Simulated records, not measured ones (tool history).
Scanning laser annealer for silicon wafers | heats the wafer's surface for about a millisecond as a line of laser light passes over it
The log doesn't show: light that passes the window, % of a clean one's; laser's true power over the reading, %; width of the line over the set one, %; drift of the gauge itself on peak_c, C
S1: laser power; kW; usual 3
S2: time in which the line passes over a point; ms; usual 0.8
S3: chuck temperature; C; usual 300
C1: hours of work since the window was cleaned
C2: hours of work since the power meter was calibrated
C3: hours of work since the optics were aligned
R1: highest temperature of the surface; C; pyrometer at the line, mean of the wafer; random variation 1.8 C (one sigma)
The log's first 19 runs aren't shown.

| run | hour | S1 | S2 | S3 | C1 | C2 | C3 | R1 |
|---|---|---|---|---|---|---|---|---|
| 20 | 322.9 | 3 | 0.8 | 300 | 913 | 415 | 23 | 1002 |
| 21 | 338.7 | 2.658 | 0.8 | 304 | 920 | 422 | 30 | 930 |
| 22 | 354.2 | 3 | 0.8 | 319 | 926 | 429 | 36 | 1024 |
| 23 | 379.4 | 3 | 0.8 | 319 | 937 | 440 | 47 | 1022 |
| 24 | 403.9 | 3.238 | 0.8 | 327 | 948 | 450 | 58 | 1081 |
| 25 | 421.2 | 3.148 | 0.678 | 327 | 955 | 458 | 65 | 997 |
| 26 | 444.4 | 3.2 | 0.998 | 285 | 965 | 467 | 75 | 1138 |
|  | 455.3 | window over the wafer cleaned |
| 27 | 461.2 | 3.2 | 0.998 | 285 | 3 | 474 | 81 | 1156 |
| 28 | 478.4 | 3 | 0.637 | 278 | 10 | 481 | 89 | 905 |
| 29 | 498.5 | 2.637 | 0.903 | 314 | 18 | 490 | 97 | 996 |
| 30 | 522.1 | 2.931 | 0.636 | 314 | 29 | 500 | 107 | 930 |
| 31 | 538.4 | 2.931 | 0.636 | 314 | 36 | 507 | 114 | 927 |
| 32 | 549.4 | 2.931 | 0.636 | 314 | 40 | 512 | 119 | 928 |
| 33 | 574.4 | 3 | 0.57 | 321 | 51 | 522 | 130 | 909 |

Forecast run 34:
| 34 | 599.1 | 2.965 | 0.8 | 333 | 62 | 533 | 140 | ? |

R1: 1045 C
Without the tool's hidden state the same run would have given R1 1047 C.
